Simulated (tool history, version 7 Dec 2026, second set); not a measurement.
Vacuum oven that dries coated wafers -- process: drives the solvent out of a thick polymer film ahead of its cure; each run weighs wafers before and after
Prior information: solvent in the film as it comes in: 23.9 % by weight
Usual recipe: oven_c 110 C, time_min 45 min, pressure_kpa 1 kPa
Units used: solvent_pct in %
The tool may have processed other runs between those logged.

run,day,oven_c,time_min,pressure_kpa,solvent_pct
1,0,110,45,1,2.55
2,1.133,110,45,1.23,2.94
3,2.767,110,45,1.23,2.97
4,4.988,110,45,1.23,2.97
5,7.412,110,45,1.23,2.85
6,9.933,110,45,1.23,2.92
7,11.983,110,45,1.23,3.13
8,14.65,110,45,1,2.59
9,15.925,110,45,1,2.75
10,17.754,110,45,1,2.66
11,20.438,110,45,1,2.72
12,22.633,110,45,1,2.79
13,24.375,110,62,1,2.31
# day 25.358: oven's thermocouples calibrated
14,26.133,110,60,1,2.23
15,28.088,96,45,2.39,10.61
16,29.646,116,45,2.81,4.1
17,31.571,116,45,2.81,4.02
18,33.033,123,76,1,1.38
19,34.233,101,29,0.77,7.64
20,36.954,101,29,0.77,7.78
21,38.642,102,29,0.58,6.98

4 ways to go on from here, each from the tool as it stands after run 21. What would each give?
A,40.808,95,67,1,?
B,40.808,102,33,0.58,?
C,40.808,102,46,0.87,?
D,40.808,110,79,2.08,?

run,solvent_pct
A,6.39
B,6.15
C,4.83
D,3.93
Without the tool's unlogged condition, the same runs would have read:
run,solvent_pct
A,5.52
B,5.54
C,4.14
D,3.32
